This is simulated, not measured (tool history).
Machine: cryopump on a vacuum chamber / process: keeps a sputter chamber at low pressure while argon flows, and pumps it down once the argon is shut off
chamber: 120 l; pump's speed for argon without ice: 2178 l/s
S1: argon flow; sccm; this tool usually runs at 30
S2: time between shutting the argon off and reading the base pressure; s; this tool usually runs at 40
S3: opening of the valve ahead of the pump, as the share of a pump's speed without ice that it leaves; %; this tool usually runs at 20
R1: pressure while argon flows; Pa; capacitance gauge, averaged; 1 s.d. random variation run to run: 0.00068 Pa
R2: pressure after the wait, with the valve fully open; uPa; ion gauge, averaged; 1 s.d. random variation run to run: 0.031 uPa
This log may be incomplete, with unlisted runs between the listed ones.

Run 1, day 0.000: usual settings. Result: R1 0.1198 Pa, R2 1.88 uPa.
Run 2, day 0.508: usual settings. Result: R1 0.1202 Pa, R2 1.81 uPa.
Run 3, day 1.075: usual settings. Result: R1 0.1211 Pa, R2 1.84 uPa.
Run 4, day 1.562: usual settings. Result: R1 0.1200 Pa, R2 1.86 uPa.
Run 5, day 2.046: usual settings. Result: R1 0.1193 Pa, R2 1.86 uPa.
Run 6, day 2.450: usual settings. Result: R1 0.1211 Pa, R2 1.85 uPa.
Run 7, day 3.100: usual settings. Result: R1 0.1215 Pa, R2 1.88 uPa.
Run 8, day 3.667: usual settings. Result: R1 0.1200 Pa, R2 1.91 uPa.
Run 9, day 4.254: usual settings. Result: R1 0.1205 Pa, R2 1.91 uPa.
Run 10, day 4.579: usual settings but S2 48 s. Result: R1 0.1215 Pa, R2 1.68 uPa.
Run 11, day 5.033: usual settings but S2 25 s. Result: R1 0.1216 Pa, R2 2.78 uPa.
Run 12, day 5.454: usual settings but S2 25 s. Result: R1 0.1201 Pa, R2 2.89 uPa.
Run 13, day 5.808: usual settings but S2 25 s. Result: R1 0.1203 Pa, R2 2.80 uPa.
Run 14, day 6.408: usual settings but S2 25 s. Result: R1 0.1212 Pa, R2 2.77 uPa.
Run 15, day 6.992: usual settings but S1 21 sccm. Result: R1 0.0853 Pa, R2 1.96 uPa.
Run 16, day 7.488: usual settings. Result: R1 0.1216 Pa, R2 2.01 uPa.
Run 17, day 7.800: usual settings. Result: R1 0.1222 Pa, R2 1.99 uPa.
Run 18, day 8.267: usual settings but S1 46 sccm, S2 130 s. Result: R1 0.1859 Pa, R2 1.02 uPa.
Run 19, day 8.788: usual settings but S1 13 sccm. Result: R1 0.0528 Pa, R2 2.05 uPa.
Run 20, day 9.192: usual settings but S1 57 sccm, S2 89 s, S3 38 %. Result: R1 0.1247 Pa, R2 1.22 uPa.
Run 21, day 9.729: usual settings but S1 57 sccm, S2 89 s, S3 38 %. Result: R1 0.1255 Pa, R2 1.21 uPa.
Run 22, day 10.188: usual settings but S1 57 sccm, S2 93 s, S3 41 %. Result: R1 0.1181 Pa, R2 1.17 uPa.
Run 23, day 10.612: usual settings but S2 27 s, S3 27 %. Result: R1 0.0902 Pa, R2 2.72 uPa.
Run 24, day 11.229: usual settings but S2 34 s, S3 39 %. Result: R1 0.0652 Pa, R2 2.28 uPa.
Run 25, day 11.533: usual settings but S2 34 s, S3 39 %. Result: R1 0.0655 Pa, R2 2.25 uPa.
Run 26, day 11.979: usual settings but S2 56 s, S3 47 %. Result: R1 0.0555 Pa, R2 1.71 uPa.
Run 27, day 12.388: usual settings but S2 33 s, S3 47 %. Result: R1 0.0550 Pa, R2 2.54 uPa.
Run 28, day 12.925: usual settings but S2 33 s, S3 47 %. Result: R1 0.0551 Pa, R2 2.45 uPa.
Run 29, day 13.342: usual settings but S1 55 sccm. Result: R1 0.2237 Pa, R2 2.08 uPa.
Run 30, day 13.858: usual settings but S1 55 sccm. Result: R1 0.2259 Pa, R2 2.12 uPa.
Run 31, day 14.412: usual settings but S1 13 sccm, S2 37 s, S3 29 %. Result: R1 0.0380 Pa, R2 2.22 uPa.
Run 32, day 15.008: usual settings but S1 13 sccm, S2 37 s, S3 29 %. Result: R1 0.0378 Pa, R2 2.32 uPa.
Run 33, day 15.542: usual settings but S2 136 s. Result: R1 0.1225 Pa, R2 1.17 uPa.

Each run again, without the hidden state but with its own random variation kept:
Hidden state at play: pump's speed, % of a pump's without ice; cold plate's temperature, K; leak into the chamber, uPa l/s; drift of the gauge itself on working_pa, %; drift of the gauge itself on base_upa, %.
run      R1    R2
  1  0.1163  1.61
  2  0.1166  1.54
  3  0.1174  1.56
  4  0.1163  1.56
  5  0.1154  1.55
  6  0.1171  1.54
  7  0.1174  1.56
  8  0.1159  1.57
  9  0.1162  1.56
 10  0.1172  1.33
 11  0.1172  2.42
 12  0.1157  2.51
 13  0.1158  2.41
 14  0.1166  2.38
 15  0.0820  1.55
 16  0.1168  1.58
 17  0.1173  1.57
 18  0.1783  0.59
 19  0.0506  1.59
 20  0.1150  0.76
 21  0.1156  0.75
 22  0.1080  0.71
 23  0.0848  2.24
 24  0.0597  1.78
 25  0.0599  1.75
 26  0.0499  1.19
 27  0.0493  1.99
 28  0.0493  1.90
 29  0.2129  1.54
 30  0.2148  1.57
 31  0.0353  1.65
 32  0.0351  1.72
 33  0.1161  0.56
